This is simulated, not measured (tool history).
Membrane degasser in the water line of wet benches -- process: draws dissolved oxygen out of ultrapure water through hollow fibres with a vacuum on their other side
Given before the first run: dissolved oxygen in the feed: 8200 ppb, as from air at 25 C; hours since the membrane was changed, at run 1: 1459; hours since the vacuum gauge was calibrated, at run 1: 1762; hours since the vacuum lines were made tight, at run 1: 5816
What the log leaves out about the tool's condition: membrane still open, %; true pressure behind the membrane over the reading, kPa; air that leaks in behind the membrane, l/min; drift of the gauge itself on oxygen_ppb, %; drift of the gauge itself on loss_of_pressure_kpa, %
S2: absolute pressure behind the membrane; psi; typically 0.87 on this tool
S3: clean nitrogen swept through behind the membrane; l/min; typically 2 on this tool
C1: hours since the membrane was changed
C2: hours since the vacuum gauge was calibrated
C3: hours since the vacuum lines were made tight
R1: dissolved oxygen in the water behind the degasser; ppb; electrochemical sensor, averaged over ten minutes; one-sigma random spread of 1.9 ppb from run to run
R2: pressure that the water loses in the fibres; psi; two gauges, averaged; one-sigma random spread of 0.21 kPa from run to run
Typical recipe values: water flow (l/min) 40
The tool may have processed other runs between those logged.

run 1 day=0 | water_flow_(l/min)=40 S2=0.87 S3=2 | C1=1459 C2=1762 C3=5816 | R1=182.2 R2=6.991
run 2 day=8.892 | water_flow_(l/min)=40 S2=0.87 S3=2 | C1=1673 C2=1975 C3=6030 | R1=181 R2=6.975
run 3 day=13.321 | water_flow_(l/min)=40 S2=0.87 S3=2 | C1=1779 C2=2081 C3=6136 | R1=185.5 R2=7.002
run 4 day=20.346 | water_flow_(l/min)=40 S2=0.957 S3=2 | C1=1947 C2=2250 C3=6304 | R1=210.2 R2=6.912
run 5 day=25.117 | water_flow_(l/min)=40 S2=0.957 S3=2 | C1=2062 C2=2364 C3=6419 | R1=206 R2=6.972
run 6 day=29.942 | water_flow_(l/min)=40 S2=0.87 S3=2 | C1=2178 C2=2480 C3=6535 | R1=184.6 R2=6.96
run 7 day=34.021 | water_flow_(l/min)=40 S2=0.769 S3=2 | C1=2276 C2=2578 C3=6633 | R1=155.6 R2=6.912
run 8 day=40.012 | water_flow_(l/min)=40 S2=0.728 S3=2 | C1=2419 C2=2722 C3=6776 | R1=142.5 R2=6.936
run 9 day=46.712 | water_flow_(l/min)=40 S2=0.728 S3=2 | C1=2580 C2=2883 C3=6937 | R1=142.4 R2=6.942
run 10 day=55.908 | water_flow_(l/min)=40 S2=0.728 S3=2 | C1=2801 C2=3103 C3=7158 | R1=141.2 R2=6.937
run 11 day=65.383 | water_flow_(l/min)=40 S2=1.523 S3=2 | C1=3028 C2=3331 C3=7385 | R1=380.5 R2=6.947
run 12 day=72.729 | water_flow_(l/min)=40 S2=1.523 S3=2 | C1=3205 C2=3507 C3=7562 | R1=372.8 R2=6.899
run 13 day=81.692 | water_flow_(l/min)=40 S2=1.523 S3=2 | C1=3420 C2=3722 C3=7777 | R1=371.8 R2=6.91
run 14 day=89.242 | water_flow_(l/min)=40 S2=1.523 S3=2 | C1=3601 C2=3903 C3=7958 | R1=365.8 R2=6.881
run 15 day=96.567 | water_flow_(l/min)=34 S2=1.414 S3=2.52 | C1=3777 C2=4079 C3=8134 | R1=230.6 R2=5.884
run 16 day=101.333 | water_flow_(l/min)=40 S2=0.571 S3=2 | C1=3891 C2=4194 C3=8248 | R1=94.2 R2=6.901
run 17 day=109.279 | water_flow_(l/min)=40 S2=0.571 S3=2 | C1=4082 C2=4384 C3=8439 | R1=94.3 R2=6.837
run 18 day=117.771 | water_flow_(l/min)=55 S2=0.87 S3=4.68 | C1=4286 C2=4588 C3=8643 | R1=246.4 R2=9.409
run 19 day=125.2 | water_flow_(l/min)=40 S2=0.78 S3=5.4 | C1=4464 C2=4766 C3=8821 | R1=101.3 R2=6.865

For run 20, what comes out?
-- day=128.346 seals of the vacuum lines changed
run 20 day=131.633 | water_flow_(l/min)=53 S2=0.87 S3=1.68 | C1=4616 C2=4919 C3=79 | R1=? R2=?

R1: 337.8 ppb
R2: 9.026 psi
Minus the tool's unlogged condition, the same run would have read R1 337.5 ppb, R2 9.203 psi.

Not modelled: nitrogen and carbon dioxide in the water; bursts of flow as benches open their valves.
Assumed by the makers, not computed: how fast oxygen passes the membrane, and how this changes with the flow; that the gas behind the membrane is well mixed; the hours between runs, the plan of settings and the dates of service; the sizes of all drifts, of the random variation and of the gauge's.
